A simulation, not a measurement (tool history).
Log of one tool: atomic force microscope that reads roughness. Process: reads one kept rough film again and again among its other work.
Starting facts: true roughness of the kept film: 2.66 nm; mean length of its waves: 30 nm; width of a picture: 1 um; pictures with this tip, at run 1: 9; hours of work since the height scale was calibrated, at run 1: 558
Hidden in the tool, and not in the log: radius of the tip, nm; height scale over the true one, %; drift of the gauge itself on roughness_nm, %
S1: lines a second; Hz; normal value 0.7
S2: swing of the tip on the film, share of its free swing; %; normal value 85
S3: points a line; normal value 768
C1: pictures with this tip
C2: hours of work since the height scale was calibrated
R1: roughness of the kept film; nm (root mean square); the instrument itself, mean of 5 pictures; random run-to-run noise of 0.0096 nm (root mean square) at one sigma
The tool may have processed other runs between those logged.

run	day	S1	S2	S3	C1	C2	R1
1	0	0.7	85	768	9	558	2.174
2	0.942	0.7	85	768	48	574	2.166
3	1.662	1.647	85	768	77	586	1.953
4	2.208	1.647	85	768	99	595	1.971
5	2.821	2.61	85	768	124	605	1.767
6	3.567	2.61	85	504	155	618	1.782
7	3.971	2.61	85	504	171	624	1.763
8	4.525	2.61	85	519	194	634	1.76
# day 5.188: new tip fitted
9	5.233	2.61	85	519	2	645	1.774
10	5.938	0.7	85	768	31	657	2.178
11	6.642	0.7	85	768	60	669	2.168
12	7.371	0.7	85	768	90	681	2.191
13	8.179	0.7	85	768	123	694	2.172
14	9.025	0.7	85	768	157	708	2.174
15	9.704	0.7	69	768	185	720	2.28
16	10.321	0.7	69	768	211	730	2.296
# day 10.571: new tip fitted
17	10.808	0.7	62	558	10	738	2.313
18	11.375	3.936	85	425	33	747	1.568
19	12.138	2.272	90	669	64	760	1.736
20	12.667	2.607	74	302	86	769	1.968
21	13.267	0.7	61	315	110	779	2.284
22	14.012	0.7	61	315	141	791	2.276
23	14.542	0.7	56	272	162	800	2.309
24	15.354	3.738	86	698	196	813	1.56
# day 15.933: new tip fitted
25	15.938	3.738	86	698	0	823	1.573
26	16.546	3.738	86	414	25	833	1.566
27	17.158	3.738	67	414	50	843	1.99
28	17.85	1.832	85	890	78	855	1.917
29	18.333	1.832	85	890	98	863	1.907
30	19.208	1.027	55	964	134	877	2.334
31	19.621	2.047	81	972	151	884	1.951
32	20.054	0.708	62	953	168	892	2.342

Hidden state at the last listed run before each entry between runs and at the first one after, where it differs:
In the gap between runs 8 and 9: new tip fitted (day 5.188)
  radius of the tip, nm: 10.2 -> 10
In the gap between runs 16 and 17: new tip fitted (day 10.571)
  radius of the tip, nm: 10.3 -> 10
In the gap between runs 24 and 25: new tip fitted (day 15.933)
  radius of the tip, nm: 10.2 -> 10; height scale over the true one, %: -0.02 -> -0.03

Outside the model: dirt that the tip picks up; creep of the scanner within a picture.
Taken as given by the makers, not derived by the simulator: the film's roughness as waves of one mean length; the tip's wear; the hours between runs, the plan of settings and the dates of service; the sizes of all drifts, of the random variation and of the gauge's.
